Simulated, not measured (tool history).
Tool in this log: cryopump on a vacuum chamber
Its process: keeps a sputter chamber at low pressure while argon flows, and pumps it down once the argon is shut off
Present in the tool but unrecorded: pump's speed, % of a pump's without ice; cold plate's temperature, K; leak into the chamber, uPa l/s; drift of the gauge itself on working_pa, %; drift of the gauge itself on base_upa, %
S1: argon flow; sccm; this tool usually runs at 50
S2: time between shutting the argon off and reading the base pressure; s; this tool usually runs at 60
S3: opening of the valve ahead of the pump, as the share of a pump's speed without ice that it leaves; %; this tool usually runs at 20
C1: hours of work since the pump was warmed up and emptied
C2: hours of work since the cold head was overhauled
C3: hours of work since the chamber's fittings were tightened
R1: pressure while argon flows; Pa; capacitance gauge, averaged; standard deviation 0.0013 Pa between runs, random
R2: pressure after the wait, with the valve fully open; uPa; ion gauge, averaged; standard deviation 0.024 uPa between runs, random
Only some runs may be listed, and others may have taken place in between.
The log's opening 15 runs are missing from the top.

run 16 hour=566.3 | S1=50 S2=108 S3=20 | C1=383 C2=1302 C3=50 | R1=0.3247 R2=0.72
run 17 hour=593.9 | S1=92 S2=60 S3=20 | C1=405 C2=1324 C3=71 | R1=0.6049 R2=0.94
-- hour=633.9 pump warmed up, emptied and cooled again
run 18 hour=633.9 | S1=40 S2=50 S3=17 | C1=0 C2=1352 C3=99 | R1=0.2845 R2=0.92
run 19 hour=657.7 | S1=77 S2=81 S3=17 | C1=19 C2=1370 C3=118 | R1=0.5489 R2=0.68
run 20 hour=704.9 | S1=77 S2=81 S3=17 | C1=56 C2=1408 C3=155 | R1=0.5546 R2=0.75
run 21 hour=737.8 | S1=50 S2=60 S3=24 | C1=82 C2=1434 C3=181 | R1=0.2541 R2=0.9
run 22 hour=785.3 | S1=75 S2=60 S3=20 | C1=120 C2=1471 C3=219 | R1=0.4611 R2=0.9
run 23 hour=815.2 | S1=92 S2=271 S3=15 | C1=143 C2=1495 C3=243 | R1=0.7641 R2=0.41
run 24 hour=864.5 | S1=92 S2=271 S3=15 | C1=182 C2=1534 C3=282 | R1=0.7617 R2=0.47
run 25 hour=892.5 | S1=92 S2=271 S3=15 | C1=205 C2=1556 C3=304 | R1=0.7586 R2=0.45
run 26 hour=913.5 | S1=94 S2=51 S3=51 | C1=221 C2=1573 C3=320 | R1=0.2461 R2=1.05
run 27 hour=935.1 | S1=94 S2=72 S3=39 | C1=238 C2=1590 C3=338 | R1=0.3178 R2=0.86
run 28 hour=982.4 | S1=24 S2=204 S3=19 | C1=276 C2=1627 C3=375 | R1=0.1605 R2=0.56
run 29 hour=1003.6 | S1=77 S2=63 S3=59 | C1=293 C2=1644 C3=392 | R1=0.1845 R2=0.97
run 30 hour=1024.5 | S1=77 S2=63 S3=59 | C1=309 C2=1661 C3=408 | R1=0.1851 R2=0.95
run 31 hour=1049.9 | S1=50 S2=60 S3=27 | C1=329 C2=1681 C3=428 | R1=0.244 R2=1
run 32 hour=1084.1 | S1=29 S2=60 S3=20 | C1=356 C2=1708 C3=455 | R1=0.1875 R2=1.05
run 33 hour=1110.3 | S1=33 S2=133 S3=55 | C1=377 C2=1729 C3=476 | R1=0.0878 R2=0.71

Each row is a separate what-if for the run after 33, all from the same tool condition, not one after another. Results?
run A hour=1159.4 | S1=26 S2=60 S3=44 | C1=416 C2=1768 C3=515 | R1=? R2=?
run B hour=1159.4 | S1=50 S2=60 S3=38 | C1=416 C2=1768 C3=515 | R1=? R2=?
run C hour=1159.4 | S1=32 S2=60 S3=20 | C1=416 C2=1768 C3=515 | R1=? R2=?
run D hour=1159.4 | S1=33 S2=133 S3=19 | C1=416 C2=1768 C3=515 | R1=? R2=?
run E hour=1159.4 | S1=34 S2=99 S3=55 | C1=416 C2=1768 C3=515 | R1=? R2=?

run=A R1=0.0857 R2=1.1
run=B R1=0.1861 R2=1.05
run=C R1=0.208 R2=1.07
run=D R1=0.226 R2=0.76
run=E R1=0.0925 R2=0.81
Without the tool's unlogged condition, the same runs would have read:
run=A R1=0.0718 R2=0.85
run=B R1=0.1595 R2=0.81
run=C R1=0.191 R2=0.82
run=D R1=0.2084 R2=0.51
run=E R1=0.0744 R2=0.56
